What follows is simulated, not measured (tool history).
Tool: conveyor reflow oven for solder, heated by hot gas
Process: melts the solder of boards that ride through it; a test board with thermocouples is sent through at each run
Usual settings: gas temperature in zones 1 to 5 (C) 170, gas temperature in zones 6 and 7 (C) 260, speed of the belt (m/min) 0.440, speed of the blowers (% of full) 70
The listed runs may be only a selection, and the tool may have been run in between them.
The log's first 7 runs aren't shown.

| run | hour | gas temperature in zones 1 to 5 (C) | gas temperature in zones 6 and 7 (C) | speed of the belt (m/min) | speed of the blowers (% of full) | hours of work since the flux was cleaned out | hours of work since the belt drive was overhauled | hours of work since the thermocouples were changed | highest temperature of the board (C) | time above the solder's melting point (s) |
|---|---|---|---|---|---|---|---|---|---|---|
| 8 | 272.9 | 170 | 260 | 0.440 | 70 | 113 | 845 | 270 | 247.3 | 67.5 |
| 9 | 300.2 | 170 | 260 | 0.440 | 70 | 124 | 857 | 282 | 247.6 | 66.9 |
| 10 | 335.5 | 170 | 260 | 0.440 | 83 | 139 | 871 | 296 | 249.0 | 69.3 |
| 11 | 383.6 | 170 | 260 | 0.440 | 70 | 159 | 891 | 316 | 246.9 | 66.8 |
| 12 | 419.5 | 170 | 260 | 0.440 | 70 | 173 | 906 | 331 | 247.0 | 67.3 |
| 13 | 467.2 | 170 | 260 | 0.440 | 70 | 193 | 926 | 351 | 247.1 | 66.5 |
| 14 | 504.1 | 170 | 260 | 0.440 | 70 | 208 | 941 | 366 | 247.0 | 66.8 |
| 15 | 550.9 | 170 | 260 | 0.440 | 70 | 228 | 960 | 385 | 247.0 | 66.7 |
|  | 559.0 | flux residue cleaned out of gas plates and filters |
| 16 | 607.3 | 159 | 256 | 0.469 | 81 | 20 | 981 | 407 | 240.9 | 51.0 |
| 17 | 629.3 | 159 | 256 | 0.469 | 81 | 29 | 990 | 416 | 240.7 | 50.1 |
| 18 | 652.1 | 159 | 257 | 0.477 | 81 | 38 | 1000 | 425 | 241.2 | 49.9 |
| 19 | 681.0 | 156 | 262 | 0.528 | 81 | 50 | 1012 | 437 | 241.3 | 42.9 |
| 20 | 703.5 | 156 | 269 | 0.528 | 81 | 60 | 1021 | 446 | 246.8 | 48.8 |
| 21 | 746.7 | 156 | 269 | 0.528 | 73 | 78 | 1039 | 464 | 245.0 | 46.8 |
|  | 784.6 | flux residue cleaned out of gas plates and filters, once more |
| 22 | 784.6 | 156 | 273 | 0.528 | 73 | 0 | 1053 | 478 | 251.8 | 54.2 |
| 23 | 821.0 | 167 | 251 | 0.440 | 88 | 15 | 1068 | 493 | 242.3 | 62.1 |
| 24 | 859.6 | 160 | 251 | 0.384 | 69 | 31 | 1084 | 509 | 242.1 | 69.5 |
| 25 | 903.9 | 160 | 251 | 0.384 | 69 | 49 | 1102 | 527 | 242.2 | 69.1 |
| 26 | 954.0 | 170 | 267 | 0.484 | 70 | 70 | 1123 | 548 | 251.4 | 64.5 |
| 27 | 981.8 | 171 | 267 | 0.405 | 83 | 82 | 1134 | 559 | 258.6 | 85.4 |
| 28 | 1011.4 | 171 | 267 | 0.405 | 83 | 94 | 1146 | 571 | 258.1 | 85.7 |
| 29 | 1045.6 | 170 | 260 | 0.409 | 70 | 108 | 1160 | 586 | 250.1 | 76.1 |
| 30 | 1081.1 | 170 | 268 | 0.440 | 53 | 123 | 1175 | 600 | 251.6 | 70.9 |

Forecast each of these 4 alternatives for the next run:
| A | 1128.9 | 170 | 267 | 0.440 | 53 | 142 | 1195 | 620 | ? | ? |
| B | 1128.9 | 170 | 263 | 0.440 | 58 | 142 | 1195 | 620 | ? | ? |
| C | 1128.9 | 170 | 268 | 0.446 | 52 | 142 | 1195 | 620 | ? | ? |
| D | 1128.9 | 170 | 248 | 0.483 | 81 | 142 | 1195 | 620 | ? | ? |

| run | highest temperature of the board (C) | time above the solder's melting point (s) |
|---|---|---|
| A | 251.2 | 70.0 |
| B | 248.8 | 68.0 |
| C | 251.5 | 69.4 |
| D | 236.1 | 48.5 |
With the hidden condition removed and each run's random variation left untouched, the same runs would have given:
| run | highest temperature of the board (C) | time above the solder's melting point (s) |
|---|---|---|
| A | 250.0 | 67.5 |
| B | 247.8 | 65.6 |
| C | 250.4 | 66.9 |
| D | 235.2 | 46.5 |
